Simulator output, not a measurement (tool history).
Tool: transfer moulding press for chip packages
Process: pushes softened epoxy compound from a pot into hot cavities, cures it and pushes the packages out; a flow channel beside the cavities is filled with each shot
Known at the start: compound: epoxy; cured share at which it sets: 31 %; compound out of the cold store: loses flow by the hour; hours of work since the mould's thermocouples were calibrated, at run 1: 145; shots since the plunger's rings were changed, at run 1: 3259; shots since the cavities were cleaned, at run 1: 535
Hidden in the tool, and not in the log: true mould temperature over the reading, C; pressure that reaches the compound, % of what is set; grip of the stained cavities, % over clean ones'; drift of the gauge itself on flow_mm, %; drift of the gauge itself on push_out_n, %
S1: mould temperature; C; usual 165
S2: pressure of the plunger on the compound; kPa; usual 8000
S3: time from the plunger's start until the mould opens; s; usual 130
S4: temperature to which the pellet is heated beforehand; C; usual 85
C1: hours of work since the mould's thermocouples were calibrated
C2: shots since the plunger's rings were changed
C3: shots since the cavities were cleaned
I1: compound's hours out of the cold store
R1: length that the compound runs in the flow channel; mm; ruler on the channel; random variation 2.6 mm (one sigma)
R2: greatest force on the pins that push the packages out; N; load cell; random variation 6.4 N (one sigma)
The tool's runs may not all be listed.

run     day   S1    S2   S3  S4   C1    C2   C3    I1   R1   R2
  1       0  165  8000  130  85  145  3259  535  43.1  740  249
      1.438  -- cavities cleaned with cleaning compound and waxed
      2.154  -- plunger's sealing rings changed
  2   3.946  165  8000  154  85  189   323  433  44.5  735  189
  3   5.708  165  8000  154  85  209   641  751  24.1  804  199
      6.054  -- cavities cleaned with cleaning compound and waxed
  4   8.354  165  9220  154  85  238  1107  415  39.5  808  195
  5      10  165  8000  130  85  257  1403  711  21.8  815  263
     10.683  -- cavities cleaned with cleaning compound and waxed
  6  11.983  165  8000  130  85  279  1750  234  25.3  797  262
     15.071  -- cavities cleaned with cleaning compound and waxed
  7  15.808  165  8370  130  85  322  2428  133  23.6  821  259
  8   18.45  165  8370  130  85  353  2905  610  44.9  747  239
     19.683  -- cavities cleaned with cleaning compound and waxed
  9  22.104  160  8000  130  85  394  3552  437  23.3  832  377
     22.704  -- plunger's sealing rings changed
     24.325  -- cavities cleaned with cleaning compound and waxed
 10  25.938  160  8000  130  85  436   571  291  14.8  861  388
 11  28.212  160  8000  130  85  462   982  702  46.9  746  346
     28.833  -- cavities cleaned with cleaning compound and waxed
 12  31.567  160  8000  130  85  500  1575  493  15.8  860  377
     33.292  -- cavities cleaned with cleaning compound and waxed
     34.958  -- mould's thermocouples calibrated
 13  34.958  160  8000  130  85    0  2160  285  32.6  796  362
     37.883  -- cavities cleaned with cleaning compound and waxed
 14  38.708  160  8000  130  85   42  2825  149  27.4  813  378
 15  41.758  160  9380  130  85   77  3375  699   9.4  956  391
     42.467  -- cavities cleaned with cleaning compound and waxed
     43.425  -- plunger's sealing rings changed
 16  45.346  165  7130  130  87  116   346  500  40.8  708  238
     47.208  -- cavities cleaned with cleaning compound and waxed
 17  47.283  165  8000  130  94  138   684   13  28.6  782  247
 18  49.042  165  8000  130  94  158  1001  330  22.1  813  253
     51.817  -- cavities cleaned with cleaning compound and waxed
 19  52.392  161  8000  130  87  196  1594  104  29.3  802  341
 20  55.467  161  8000  130  93  231  2149  659  17.8  844  353
     56.371  -- cavities cleaned with cleaning compound and waxed
 21  59.254  161  8000  130  93  274  2820  520  41.9  757  320
     60.792  -- cavities cleaned with cleaning compound and waxed
 22  62.412  161  8000  130  93  309  3378  292  25.3  814  328
     64.033  -- plunger's sealing rings changed
     65.571  -- cavities cleaned with cleaning compound and waxed
 23  66.096  164  8000  133  93  349   361   95    33  772  249
 24  67.908  163  9220  130  94  370   687  421  16.2  900  294
 25  69.825  171  7800  154  91  392  1033  767  36.4  732  187
       70.2  -- cavities cleaned with cleaning compound and waxed
 26  73.433  169  7740  154  91  433  1673  584  22.3  780  188
     74.704  -- cavities cleaned with cleaning compound and waxed
 27  76.829  165  9970  130  85  471  2273  383   9.6  962  276
     79.225  -- cavities cleaned with cleaning compound and waxed
 28  79.854  169  9970  130  92  505  2808  114  21.8  891  201

3 ways to go on from here, each from the tool as it stands after run 28. What would each give?
     82.679  -- mould's thermocouples calibrated
  A  83.271  169  8660  130  92   7  3409  715  29.9   ?   ?
     82.679  -- mould's thermocouples calibrated
  B  83.271  165  8000  162  85   7  3409  715  46.3   ?   ?
     82.679  -- mould's thermocouples calibrated
  C  83.271  171  8000  159  85   7  3409  715    23   ?   ?

run   R1   R2
  A  797  202
  B  729  191
  C  782  181
Without the tool's hidden state the same runs would have given:
run   R1   R2
  A  798  200
  B  730  189
  C  783  178
